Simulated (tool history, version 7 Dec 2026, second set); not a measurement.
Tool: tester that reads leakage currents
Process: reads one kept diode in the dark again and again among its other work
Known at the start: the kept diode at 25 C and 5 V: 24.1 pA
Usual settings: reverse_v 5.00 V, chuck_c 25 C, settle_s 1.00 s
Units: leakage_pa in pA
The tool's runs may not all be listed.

{"run": 1, "hour": 0.0, "reverse_v": 5.0, "chuck_c": 25, "settle_s": 1.0, "leakage_pa": 25.21}
{"run": 2, "hour": 106.4, "reverse_v": 5.0, "chuck_c": 25, "settle_s": 1.0, "leakage_pa": 25.08}
{"run": 3, "hour": 260.4, "reverse_v": 5.0, "chuck_c": 25, "settle_s": 5.35, "leakage_pa": 24.55}
{"run": 4, "hour": 403.7, "reverse_v": 5.0, "chuck_c": 25, "settle_s": 5.35, "leakage_pa": 24.55}
{"run": 5, "hour": 486.3, "reverse_v": 5.0, "chuck_c": 25, "settle_s": 5.35, "leakage_pa": 24.45}
{"hour": 502.6, "done": "chuck's temperature calibrated"}
{"run": 6, "hour": 597.8, "reverse_v": 5.0, "chuck_c": 25, "settle_s": 5.35, "leakage_pa": 25.72}
{"hour": 609.7, "done": "tester calibrated"}
{"run": 7, "hour": 675.0, "reverse_v": 5.0, "chuck_c": 25, "settle_s": 5.35, "leakage_pa": 25.65}
{"run": 8, "hour": 826.6, "reverse_v": 17.39, "chuck_c": 25, "settle_s": 5.35, "leakage_pa": 47.17}
{"run": 9, "hour": 930.4, "reverse_v": 17.39, "chuck_c": 25, "settle_s": 5.35, "leakage_pa": 47.24}
{"run": 10, "hour": 1039.7, "reverse_v": 17.39, "chuck_c": 32, "settle_s": 5.35, "leakage_pa": 83.69}
{"hour": 1052.5, "done": "tester calibrated, once more"}
{"run": 11, "hour": 1124.7, "reverse_v": 17.39, "chuck_c": 32, "settle_s": 5.35, "leakage_pa": 83.8}

Run 12 comes next. What will it give?
{"run": 12, "hour": 1232.6, "reverse_v": 8.47, "chuck_c": 25, "settle_s": 7.87, "leakage_pa": "?"}

leakage_pa: 33.36 pA
Without the tool's hidden state the same run would have given leakage_pa 30.67 pA.
